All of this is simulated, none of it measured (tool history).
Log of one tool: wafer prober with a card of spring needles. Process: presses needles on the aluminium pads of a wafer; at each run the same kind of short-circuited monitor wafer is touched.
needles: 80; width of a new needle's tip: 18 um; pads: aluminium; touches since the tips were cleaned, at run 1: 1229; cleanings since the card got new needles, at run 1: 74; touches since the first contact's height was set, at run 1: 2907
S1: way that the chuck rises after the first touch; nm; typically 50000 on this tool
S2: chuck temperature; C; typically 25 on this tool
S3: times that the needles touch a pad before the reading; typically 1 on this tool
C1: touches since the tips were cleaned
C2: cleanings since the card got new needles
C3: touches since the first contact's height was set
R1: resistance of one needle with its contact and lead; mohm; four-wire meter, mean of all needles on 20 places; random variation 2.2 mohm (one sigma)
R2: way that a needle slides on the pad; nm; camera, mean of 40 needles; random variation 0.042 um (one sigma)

{"run": 1, "day": 0.0, "S1": 50000, "S2": 25, "S3": 1, "C1": 1229, "C2": 74, "C3": 2907, "R1": 348, "R2": 11910}
{"day": 0.225, "done": "tips cleaned on abrasive film"}
{"day": 0.567, "done": "tips cleaned on abrasive film"}
{"run": 2, "day": 0.812, "S1": 44000, "S2": 25, "S3": 1, "C1": 2727, "C2": 76, "C3": 11811, "R1": 451, "R2": 10360}
{"day": 0.892, "done": "tips cleaned on abrasive film"}
{"day": 1.233, "done": "tips cleaned on abrasive film"}
{"run": 3, "day": 1.304, "S1": 44000, "S2": 25, "S3": 1, "C1": 772, "C2": 78, "C3": 17152, "R1": 336, "R2": 10370}
{"day": 1.588, "done": "tips cleaned on abrasive film"}
{"day": 1.946, "done": "tips cleaned on abrasive film"}
{"run": 4, "day": 2.096, "S1": 50000, "S2": 25, "S3": 1, "C1": 1669, "C2": 80, "C3": 25818, "R1": 369, "R2": 11710}
{"day": 2.275, "done": "tips cleaned on abrasive film"}
{"day": 2.638, "done": "tips cleaned on abrasive film"}
{"run": 5, "day": 2.65, "S1": 50000, "S2": 25, "S3": 1, "C1": 145, "C2": 82, "C3": 31854, "R1": 265, "R2": 11750}
{"day": 2.996, "done": "tips cleaned on abrasive film"}
{"run": 6, "day": 3.2, "S1": 66000, "S2": 25, "S3": 1, "C1": 2257, "C2": 83, "C3": 37895, "R1": 325, "R2": 15560}
{"day": 3.288, "done": "height of the first contact set anew"}
{"day": 3.367, "done": "tips cleaned on abrasive film"}
{"day": 3.729, "done": "tips cleaned on abrasive film"}
{"day": 4.067, "done": "tips cleaned on abrasive film"}
{"run": 7, "day": 4.338, "S1": 50000, "S2": 25, "S3": 1, "C1": 2967, "C2": 86, "C3": 11449, "R1": 419, "R2": 11540}
{"day": 4.408, "done": "tips cleaned on abrasive film"}
{"day": 4.717, "done": "tips cleaned on abrasive film"}
{"run": 8, "day": 4.854, "S1": 42000, "S2": 120, "S3": 3, "C1": 1535, "C2": 88, "C3": 17088, "R1": 333, "R2": 9710}
{"day": 5.071, "done": "tips cleaned on abrasive film"}
{"day": 5.425, "done": "tips cleaned on abrasive film"}
{"run": 9, "day": 5.604, "S1": 42000, "S2": 62, "S3": 3, "C1": 1974, "C2": 90, "C3": 25293, "R1": 329, "R2": 9600}
{"day": 5.758, "done": "tips cleaned on abrasive film"}
{"day": 6.133, "done": "tips cleaned on abrasive film"}
{"day": 6.458, "done": "tips cleaned on abrasive film"}
{"run": 10, "day": 6.717, "S1": 42000, "S2": 104, "S3": 3, "C1": 2886, "C2": 93, "C3": 37487, "R1": 362, "R2": 9510}
{"day": 6.783, "done": "tips cleaned on abrasive film"}
{"day": 7.117, "done": "tips cleaned on abrasive film"}
{"run": 11, "day": 7.262, "S1": 42000, "S2": 104, "S3": 3, "C1": 1635, "C2": 95, "C3": 43418, "R1": 330, "R2": 9510}
{"day": 7.475, "done": "tips cleaned on abrasive film"}
{"day": 7.817, "done": "tips cleaned on abrasive film"}
{"run": 12, "day": 7.962, "S1": 42000, "S2": 104, "S3": 3, "C1": 1608, "C2": 97, "C3": 51052, "R1": 331, "R2": 9560}
{"day": 8.175, "done": "tips cleaned on abrasive film"}
{"day": 8.504, "done": "tips cleaned on abrasive film"}
{"day": 8.862, "done": "tips cleaned on abrasive film"}
{"run": 13, "day": 9.025, "S1": 68000, "S2": 76, "S3": 1, "C1": 1780, "C2": 100, "C3": 62673, "R1": 336, "R2": 15610}

Some steps in R1 between neighbouring runs. How much of each would the tool show without its hidden state too (settings, what came in, random variation), and how much is left for the hidden state, with any gauge scatter that isn't in both results?
Hidden state present: debris on the tips, nm; way that the needles fall short of the set height, um; tips' diameter, um; drift of the gauge itself on contact_mohm, %; drift of the gauge itself on scrub_um, %.
Run 2 -> 3: tips cleaned on abrasive film, tips cleaned on abrasive film. R1 -115 mohm: hidden state -110, all else -5.
Run 7 -> 8: S1 50000 -> 42000, S2 25 -> 120, S3 1 -> 3, tips cleaned on abrasive film, tips cleaned on abrasive film. R1 -86 mohm: hidden state -120, all else +34.
